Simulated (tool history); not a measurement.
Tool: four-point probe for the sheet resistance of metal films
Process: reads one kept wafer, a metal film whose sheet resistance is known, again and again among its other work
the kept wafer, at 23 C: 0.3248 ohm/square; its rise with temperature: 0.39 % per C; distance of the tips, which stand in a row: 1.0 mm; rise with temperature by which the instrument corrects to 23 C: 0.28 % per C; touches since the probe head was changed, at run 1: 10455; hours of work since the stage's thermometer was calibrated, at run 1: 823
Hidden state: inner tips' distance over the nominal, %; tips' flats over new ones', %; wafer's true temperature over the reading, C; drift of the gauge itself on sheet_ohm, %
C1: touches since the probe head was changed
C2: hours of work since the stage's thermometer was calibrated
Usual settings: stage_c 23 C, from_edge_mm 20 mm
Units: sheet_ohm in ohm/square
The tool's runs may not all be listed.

{"run": 1, "hour": 0.0, "stage_c": 23, "from_edge_mm": 20, "C1": 10455, "C2": 823, "sheet_ohm": 0.325557}
{"run": 2, "hour": 25.3, "stage_c": 23, "from_edge_mm": 20, "C1": 10820, "C2": 834, "sheet_ohm": 0.32546}
{"run": 3, "hour": 54.3, "stage_c": 23, "from_edge_mm": 20, "C1": 11239, "C2": 846, "sheet_ohm": 0.325579}
{"run": 4, "hour": 85.0, "stage_c": 23, "from_edge_mm": 20, "C1": 11682, "C2": 859, "sheet_ohm": 0.325536}
{"run": 5, "hour": 105.2, "stage_c": 27, "from_edge_mm": 20, "C1": 11974, "C2": 868, "sheet_ohm": 0.326841}
{"run": 6, "hour": 127.5, "stage_c": 24, "from_edge_mm": 20, "C1": 12296, "C2": 877, "sheet_ohm": 0.325932}
{"run": 7, "hour": 146.9, "stage_c": 24, "from_edge_mm": 20, "C1": 12576, "C2": 885, "sheet_ohm": 0.325907}
{"run": 8, "hour": 176.0, "stage_c": 24, "from_edge_mm": 20, "C1": 12995, "C2": 898, "sheet_ohm": 0.325813}
{"run": 9, "hour": 207.5, "stage_c": 24, "from_edge_mm": 20, "C1": 13450, "C2": 911, "sheet_ohm": 0.325915}
{"run": 10, "hour": 228.2, "stage_c": 24, "from_edge_mm": 20, "C1": 13749, "C2": 920, "sheet_ohm": 0.32593}
{"run": 11, "hour": 253.7, "stage_c": 29, "from_edge_mm": 20, "C1": 14117, "C2": 930, "sheet_ohm": 0.32755}
{"run": 12, "hour": 285.7, "stage_c": 23, "from_edge_mm": 7, "C1": 14578, "C2": 944, "sheet_ohm": 0.328699}
{"run": 13, "hour": 303.8, "stage_c": 23, "from_edge_mm": 7, "C1": 14840, "C2": 951, "sheet_ohm": 0.328752}
{"run": 14, "hour": 323.9, "stage_c": 22, "from_edge_mm": 72, "C1": 15130, "C2": 960, "sheet_ohm": 0.324834}
{"run": 15, "hour": 342.9, "stage_c": 26, "from_edge_mm": 62, "C1": 15404, "C2": 968, "sheet_ohm": 0.326222}
{"run": 16, "hour": 374.8, "stage_c": 30, "from_edge_mm": 16, "C1": 15865, "C2": 981, "sheet_ohm": 0.32816}
{"run": 17, "hour": 395.6, "stage_c": 30, "from_edge_mm": 16, "C1": 16164, "C2": 990, "sheet_ohm": 0.328278}
{"run": 18, "hour": 422.1, "stage_c": 30, "from_edge_mm": 16, "C1": 16547, "C2": 1001, "sheet_ohm": 0.328149}

Forecast each of these 5 alternatives for the next run:
{"run": "A", "hour": 450.9, "stage_c": 21, "from_edge_mm": 16, "C1": 16962, "C2": 1013, "sheet_ohm": "?"}
{"run": "B", "hour": 450.9, "stage_c": 23, "from_edge_mm": 15, "C1": 16962, "C2": 1013, "sheet_ohm": "?"}
{"run": "C", "hour": 450.9, "stage_c": 30, "from_edge_mm": 71, "C1": 16962, "C2": 1013, "sheet_ohm": "?"}
{"run": "D", "hour": 450.9, "stage_c": 22, "from_edge_mm": 3, "C1": 16962, "C2": 1013, "sheet_ohm": "?"}
{"run": "E", "hour": 450.9, "stage_c": 28, "from_edge_mm": 17, "C1": 16962, "C2": 1013, "sheet_ohm": "?"}

run=A sheet_ohm=0.325180
run=B sheet_ohm=0.325927
run=C sheet_ohm=0.327566
run=D sheet_ohm=0.343125
run=E sheet_ohm=0.327381
Without the tool's hidden state the same runs would have given:
run=A sheet_ohm=0.324815
run=B sheet_ohm=0.325558
run=C sheet_ohm=0.327183
run=D sheet_ohm=0.342742
run=E sheet_ohm=0.327002
